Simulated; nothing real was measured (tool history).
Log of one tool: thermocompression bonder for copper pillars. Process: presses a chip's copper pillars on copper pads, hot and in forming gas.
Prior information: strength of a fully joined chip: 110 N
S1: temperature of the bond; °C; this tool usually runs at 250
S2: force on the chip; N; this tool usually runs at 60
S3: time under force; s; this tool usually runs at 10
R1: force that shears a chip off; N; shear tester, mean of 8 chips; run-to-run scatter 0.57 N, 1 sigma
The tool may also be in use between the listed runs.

run,hour,S1,S2,S3,R1
1,0,250,60,10,44.4
2,60.2,250,60,10,43.8
3,111.5,250,60,25,59.2
4,184,250,60,10,42.6
5,237.2,250,60,10,41.8
6,275.2,250,60,10,42.1
7,332.8,238,60,10,35.9
8,388.7,250,60,10,45.2
9,456.2,250,60,10,43.9
10,543.2,250,60,10,44.2
11,594.5,250,60,10,44.4
12,673.9,250,67,10,45.2
13,750.8,250,67,10,44.1
14,800.4,250,60,10,41.4
15,845.4,250,60,10,42.2
16,900.5,250,60,10,40.6
17,983.9,227,60,10,26
18,1056.7,227,60,10,27.1
19,1128.4,227,60,10,26.9
20,1165.2,227,60,10,25.9
21,1206.9,225,56,10,24.7
22,1245.8,250,69,12,48.2
23,1319.6,250,47,24,51.4
24,1387.9,245,64,24,52.4
25,1467.7,241,61,23,47
26,1523.9,251,44,7,28.9
27,1597.8,255,72,15,53.1
28,1654,248,44,5,22.8
29,1728.3,264,79,7,52.2
30,1769.7,264,79,7,51.3
31,1841.7,252,85,7,50.2
32,1898.7,250,60,14,52.1
33,1966.9,262,60,10,55.6
34,2048.6,257,60,14,56.6
35,2130.3,257,60,14,55.6
36,2204.8,256,38,28,55.8
37,2257.3,225,38,28,30.6
38,2297.6,225,38,28,31.6
39,2356.2,250,87,13,54.4

Withheld: 5 entries from between the runs. Position of each, and hidden state at the listed run before versus the listed run after:
Run 6 -> run 7: forming gas filter changed (hour 328.7)
  true temperature of the bond over the reading, C: -1.1 -> -1.4; force that reaches the chip, % of what is set: 94.6 -> 94.5; oxide that the forming gas leaves, % of the face: 9.55 -> 0.7
  measured minus no-state result, R1: -6.2 -> -2.1 N
Run 9 -> run 10: force cell calibrated (hour 539.8)
  true temperature of the bond over the reading, C: -1.9 -> -2.3; force that reaches the chip, % of what is set: 94.1 -> 99.8; oxide that the forming gas leaves, % of the face: 2.35 -> 3.46
  measured minus no-state result, R1: -3.7 -> -3.3 N
Run 17 -> run 18: forming gas filter changed (hour 1026)
  true temperature of the bond over the reading, C: -4.4 -> -4.7; force that reaches the chip, % of what is set: 98.7 -> 98.6; oxide that the forming gas leaves, % of the face: 9.27 -> 0.98
  measured minus no-state result, R1: -5.4 -> -3.3 N
Run 28 -> run 29: forming gas filter changed (hour 1719.1)
  true temperature of the bond over the reading, C: -7.5 -> -7.9; force that reaches the chip, % of what is set: 97.1 -> 96.9; oxide that the forming gas leaves, % of the face: 8.91 -> 0.69
  measured minus no-state result, R1: -6.8 -> -7.7 N
Run 30 -> run 31: heater calibrated with a thermocouple chip (hour 1817.6)
  true temperature of the bond over the reading, C: -8.1 -> 1.2; force that reaches the chip, % of what is set: 96.8 -> 96.6; oxide that the forming gas leaves, % of the face: 1.2 -> 2.14
  measured minus no-state result, R1: -8 -> -0.7 N
